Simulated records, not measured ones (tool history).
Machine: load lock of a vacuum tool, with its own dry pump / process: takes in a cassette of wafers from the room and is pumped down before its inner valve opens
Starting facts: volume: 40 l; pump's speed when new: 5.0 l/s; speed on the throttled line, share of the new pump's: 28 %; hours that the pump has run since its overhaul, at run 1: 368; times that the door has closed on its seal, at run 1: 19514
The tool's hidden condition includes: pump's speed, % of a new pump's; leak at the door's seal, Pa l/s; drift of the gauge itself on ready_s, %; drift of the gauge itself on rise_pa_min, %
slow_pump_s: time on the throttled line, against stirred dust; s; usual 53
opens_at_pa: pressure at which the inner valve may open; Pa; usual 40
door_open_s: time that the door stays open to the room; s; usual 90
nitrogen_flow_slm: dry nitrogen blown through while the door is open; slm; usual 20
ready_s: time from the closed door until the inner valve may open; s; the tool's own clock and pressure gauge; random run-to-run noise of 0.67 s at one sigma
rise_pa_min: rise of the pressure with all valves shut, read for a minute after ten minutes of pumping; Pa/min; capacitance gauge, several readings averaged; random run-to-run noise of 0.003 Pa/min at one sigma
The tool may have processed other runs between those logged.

| run | hour | slow_pump_s | opens_at_pa | door_open_s | nitrogen_flow_slm | hours that the pump has run since its overhaul | times that the door has closed on its seal | incoming humidity of the room's air, % | ready_s | rise_pa_min |
|---|---|---|---|---|---|---|---|---|---|---|
| 1 | 0 | 53 | 40 | 90 | 20 | 368 | 19514 | 45.2 | 101.3 | 0.245 |
| 2 | 522.9 | 53 | 40 | 90 | 20 | 891 | 22090 | 46.9 | 99.8 | 0.283 |
| 3 | 1208.8 | 53 | 40 | 90 | 20 | 1576 | 25468 | 45.4 | 101.9 | 0.335 |
| 4 | 1499.4 | 53 | 40 | 90 | 20 | 1867 | 26899 | 45.5 | 101.5 | 0.365 |
|  | 1673.7 | door's seal changed, seat wiped |
| 5 | 1965.9 | 53 | 40 | 90 | 20 | 2332 | 1439 | 46.9 | 101.2 | 0.068 |
| 6 | 2434.9 | 53 | 40 | 90 | 20 | 2801 | 3749 | 44 | 101.1 | 0.072 |
| 7 | 2954.6 | 53 | 40 | 82 | 20 | 3321 | 6309 | 46.2 | 102 | 0.08 |
| 8 | 3469.7 | 53 | 40 | 82 | 20 | 3836 | 8845 | 46.5 | 101.7 | 0.095 |
| 9 | 3990.8 | 53 | 43 | 205 | 20 | 4357 | 11412 | 45.6 | 102.6 | 0.169 |
| 10 | 4661.3 | 27 | 39 | 108 | 5 | 5027 | 14714 | 47.1 | 83.7 | 0.191 |
| 11 | 5169.3 | 101 | 32 | 83 | 15 | 5535 | 17216 | 43.6 | 138.6 | 0.177 |
| 12 | 5819.5 | 101 | 32 | 91 | 4 | 6186 | 20418 | 46.6 | 138.7 | 0.24 |
| 13 | 6306.2 | 101 | 32 | 91 | 4 | 6672 | 22816 | 46.4 | 137.2 | 0.283 |
| 14 | 6681 | 101 | 32 | 73 | 4 | 7047 | 24661 | 43.5 | 139.7 | 0.284 |
|  | 7340.9 | door's seal changed, seat wiped |
| 15 | 7376.8 | 101 | 32 | 73 | 4 | 7741 | 177 | 46.2 | 141.2 | 0.071 |

Predict each of these 4 candidate next runs independently; none follows another, all start after run 15:
| A | 8012 | 101 | 69 | 73 | 4 | 8377 | 3306 | 43.4 | ? | ? |
| B | 8012 | 37 | 43 | 155 | 4 | 8377 | 3306 | 43.2 | ? | ? |
| C | 8012 | 53 | 44 | 61 | 11 | 8377 | 3306 | 48.4 | ? | ? |
| D | 8012 | 53 | 80 | 90 | 20 | 8377 | 3306 | 44.4 | ? | ? |

| run | ready_s | rise_pa_min |
|---|---|---|
| A | 132.1 | 0.087 |
| B | 94 | 0.125 |
| C | 104.4 | 0.072 |
| D | 98.3 | 0.071 |
With no hidden state in the tool, these same runs would have given:
| run | ready_s | rise_pa_min |
|---|---|---|
| A | 129.4 | 0.075 |
| B | 89.2 | 0.112 |
| C | 100 | 0.059 |
| D | 94.4 | 0.058 |
